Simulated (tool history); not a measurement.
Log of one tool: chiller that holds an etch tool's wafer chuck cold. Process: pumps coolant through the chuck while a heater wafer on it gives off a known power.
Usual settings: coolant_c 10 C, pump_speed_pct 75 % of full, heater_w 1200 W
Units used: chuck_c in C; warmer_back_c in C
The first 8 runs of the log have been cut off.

| run | hour | coolant_c | pump_speed_pct | heater_w | chuck_c | warmer_back_c |
|---|---|---|---|---|---|---|
| 9 | 806 | 10 | 75 | 1200 | 20.9 | 6.31 |
| 10 | 891.3 | 10 | 75 | 1200 | 20.7 | 6.34 |
| 11 | 1017.1 | 10 | 75 | 1200 | 21 | 6.42 |
| 12 | 1137.3 | 13 | 75 | 1200 | 24 | 6.46 |
| 13 | 1220.4 | 13 | 75 | 1285 | 24.9 | 6.85 |
| 14 | 1337.7 | 10 | 75 | 809 | 17.6 | 4.31 |
| 15 | 1462.5 | 10 | 75 | 1200 | 21.2 | 6.47 |
| 16 | 1583.3 | 10 | 75 | 1200 | 21.1 | 6.45 |
| 17 | 1720.4 | 10 | 75 | 1200 | 21.3 | 6.49 |
|  | 1757.9 | coolant changed, channels flushed |
| 18 | 1854.9 | 5 | 94 | 1200 | 13.7 | 5.25 |
| 19 | 1923.2 | 5 | 94 | 1200 | 13.6 | 5.25 |
| 20 | 2057.2 | 7 | 94 | 1200 | 15.7 | 5.27 |
| 21 | 2148.2 | 14 | 98 | 1757 | 26.3 | 7.39 |
| 22 | 2219.9 | 14 | 99 | 1338 | 23.2 | 5.56 |
| 23 | 2369 | 14 | 99 | 1338 | 23.2 | 5.61 |
| 24 | 2509.8 | 14 | 82 | 1117 | 23 | 5.65 |
| 25 | 2656.2 | 8 | 76 | 903 | 15.8 | 4.97 |
| 26 | 2783.2 | 10 | 75 | 1151 | 20 | 6.46 |
| 27 | 2879.2 | 10 | 80 | 1200 | 19.9 | 6.24 |
| 28 | 2951.6 | 15 | 66 | 1367 | 28.2 | 8.62 |
| 29 | 3058 | 10 | 60 | 1602 | 26.7 | 11.03 |
| 30 | 3196.5 | 10 | 64 | 961 | 19.3 | 6.25 |
| 31 | 3271.4 | 10 | 91 | 1734 | 23.5 | 8.11 |
| 32 | 3346.2 | 10 | 72 | 1734 | 25.8 | 10.13 |
| 33 | 3422.9 | 10 | 72 | 1734 | 26 | 10.11 |

Forecast each of these 3 alternatives for the next run:
| A | 3528.2 | 2 | 90 | 1200 | ? | ? |
| B | 3528.2 | 5 | 79 | 1734 | ? | ? |
| C | 3528.2 | 10 | 92 | 1734 | ? | ? |

| run | chuck_c | warmer_back_c |
|---|---|---|
| A | 11.3 | 5.68 |
| B | 20 | 9.3 |
| C | 23.3 | 8.09 |
Stripped of hidden state, with their random variation kept, the same runs would have yielded:
| run | chuck_c | warmer_back_c |
|---|---|---|
| A | 10.3 | 4.94 |
| B | 18.3 | 8.1 |
| C | 21.8 | 7.05 |
